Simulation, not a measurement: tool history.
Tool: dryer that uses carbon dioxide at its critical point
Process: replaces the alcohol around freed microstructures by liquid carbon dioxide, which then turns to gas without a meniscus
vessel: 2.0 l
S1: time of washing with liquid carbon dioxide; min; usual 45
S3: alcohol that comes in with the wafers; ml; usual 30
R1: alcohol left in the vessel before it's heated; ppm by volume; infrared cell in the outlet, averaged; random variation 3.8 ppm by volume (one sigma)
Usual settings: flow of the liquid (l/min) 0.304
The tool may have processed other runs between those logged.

{"run": 1, "day": 0.0, "S1": 45, "flow of the liquid (l/min)": 0.304, "S3": 30, "R1": 58}
{"run": 2, "day": 1.138, "S1": 45, "flow of the liquid (l/min)": 0.304, "S3": 30, "R1": 73}
{"run": 3, "day": 2.292, "S1": 29, "flow of the liquid (l/min)": 0.304, "S3": 30, "R1": 445}
{"run": 4, "day": 2.967, "S1": 37, "flow of the liquid (l/min)": 0.304, "S3": 30, "R1": 185}
{"day": 3.592, "done": "inlet filter changed"}
{"run": 5, "day": 4.2, "S1": 37, "flow of the liquid (l/min)": 0.304, "S3": 30, "R1": 82}
{"run": 6, "day": 4.908, "S1": 37, "flow of the liquid (l/min)": 0.304, "S3": 30, "R1": 93}
{"run": 7, "day": 6.033, "S1": 71, "flow of the liquid (l/min)": 0.304, "S3": 79, "R1": 24}
{"run": 8, "day": 7.129, "S1": 45, "flow of the liquid (l/min)": 0.199, "S3": 57, "R1": 509}
{"run": 9, "day": 8.242, "S1": 51, "flow of the liquid (l/min)": 0.304, "S3": 75, "R1": 60}
{"run": 10, "day": 9.492, "S1": 51, "flow of the liquid (l/min)": 0.304, "S3": 75, "R1": 61}
{"run": 11, "day": 10.908, "S1": 51, "flow of the liquid (l/min)": 0.304, "S3": 75, "R1": 69}
{"run": 12, "day": 12.021, "S1": 36, "flow of the liquid (l/min)": 0.447, "S3": 93, "R1": 68}

Alternative continuations, all from the tool just after run 12; predict every row:
{"run": "A", "day": 13.033, "S1": 45, "flow of the liquid (l/min)": 0.406, "S3": 30, "R1": "?"}
{"run": "B", "day": 13.033, "S1": 49, "flow of the liquid (l/min)": 0.304, "S3": 111, "R1": "?"}
{"run": "C", "day": 13.033, "S1": 36, "flow of the liquid (l/min)": 0.227, "S3": 93, "R1": "?"}
{"run": "D", "day": 13.033, "S1": 62, "flow of the liquid (l/min)": 0.223, "S3": 45, "R1": "?"}

run=A R1=36
run=B R1=128
run=C R1=1594
run=D R1=101
With the hidden condition removed and each run's random variation left untouched, the same runs would have given:
run=A R1=9
run=B R1=44
run=C R1=944
run=D R1=38
